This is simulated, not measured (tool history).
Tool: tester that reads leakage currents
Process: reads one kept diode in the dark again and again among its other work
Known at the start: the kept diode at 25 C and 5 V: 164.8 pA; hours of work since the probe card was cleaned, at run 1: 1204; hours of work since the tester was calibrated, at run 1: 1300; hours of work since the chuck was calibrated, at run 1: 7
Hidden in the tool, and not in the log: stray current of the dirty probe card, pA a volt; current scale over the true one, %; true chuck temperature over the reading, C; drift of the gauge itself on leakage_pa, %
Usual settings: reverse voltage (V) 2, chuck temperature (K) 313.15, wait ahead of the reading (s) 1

run    hour  reverse voltage (V)  chuck temperature (K)  wait ahead of the reading (s)  hours of work since the probe card was cleaned  hours of work since the tester was calibrated  hours of work since the chuck was calibrated  current that the tester gives (pA)
  1       0                    2                 313.15                              1                                            1204                                           1300                                             7                                 303
  2    68.3                    2                 313.15                              1                                            1238                                           1334                                            41                              306.98
  3   115.3                    2                 327.15                              1                                            1261                                           1357                                            64                               778.3
  4   150.9                    2                 327.15                              1                                            1279                                           1375                                            82                              781.49
  5     189                    2                 327.15                              1                                            1297                                           1393                                           101                              781.34
  6   245.9                    2                 327.15                              1                                            1326                                           1422                                           129                              787.21
  7   308.3                    2                 327.15                              1                                            1356                                           1452                                           160                              788.08
  8   343.7                    2                 327.15                              1                                            1374                                           1470                                           177                              788.31
  9   373.5                    2                 313.15                              1                                            1389                                           1485                                           192                              310.56
 10   418.6                 3.35                 313.15                              1                                            1411                                           1507                                           214                              417.57
 11   450.3                 3.35                 313.15                              1                                            1427                                           1523                                           230                              419.63
 12   507.7                 3.35                 313.15                              1                                            1455                                           1551                                           259                              418.89
 13   575.7                 2.06                 313.15                              1                                            1489                                           1585                                           292                              321.25
 14   642.1                 4.09                 313.15                           1.31                                            1522                                           1618                                           325                              474.24
 15   682.9                 2.62                 313.15                           0.75                                            1542                                           1638                                           345                              369.27
 16   743.4                 2.62                 313.15                           0.75                                            1572                                           1668                                           375                              370.62
 17   807.8                 2.62                 313.15                           0.75                                            1604                                           1700                                           407                              373.75
 18   866.4                    2                 327.15                           0.39                                            1633                                           1729                                           436                              815.69
 19   909.8                    2                 294.15                           2.33                                            1654                                           1750                                           458                               80.44
 20   939.1                 1.64                 294.15                           2.33                                            1669                                           1765                                           472                                72.4
 21  1001.2                 1.64                 294.15                           2.33                                            1699                                           1795                                           503                               72.65
     1058.7  -- chuck's temperature calibrated
 22  1068.9                 1.64                 294.15                           2.33                                            1732                                           1828                                             5                               68.08
 23  1131.1                 1.64                 306.15                           3.63                                            1763                                           1859                                            36                              166.19
 24  1169.8                 1.64                 306.15                           3.63                                            1782                                           1878                                            55                              167.21
 25  1235.3                16.81                 313.15                              1                                            1814                                           1910                                            87                             1039.52

Forecast each of these 4 alternatives for the next run:
  A  1306.2                16.81                 322.15                              1                                            1849                                           1945                                           122                                   ?
  B  1306.2                 8.47                 313.15                           0.77                                            1849                                           1945                                           122                                   ?
  C  1306.2                 2.38                 299.15                           2.47                                            1849                                           1945                                           122                                   ?
  D  1306.2                16.81                 330.15                              1                                            1849                                           1945                                           122                                   ?

run  current that the tester gives (pA)
  A                             1900.31
  B                              707.49
  C                              125.25
  D                             3162.53
Without the tool's hidden state the same runs would have given:
run  current that the tester gives (pA)
  A                             1826.37
  B                               675.3
  C                              117.76
  D                             3062.14
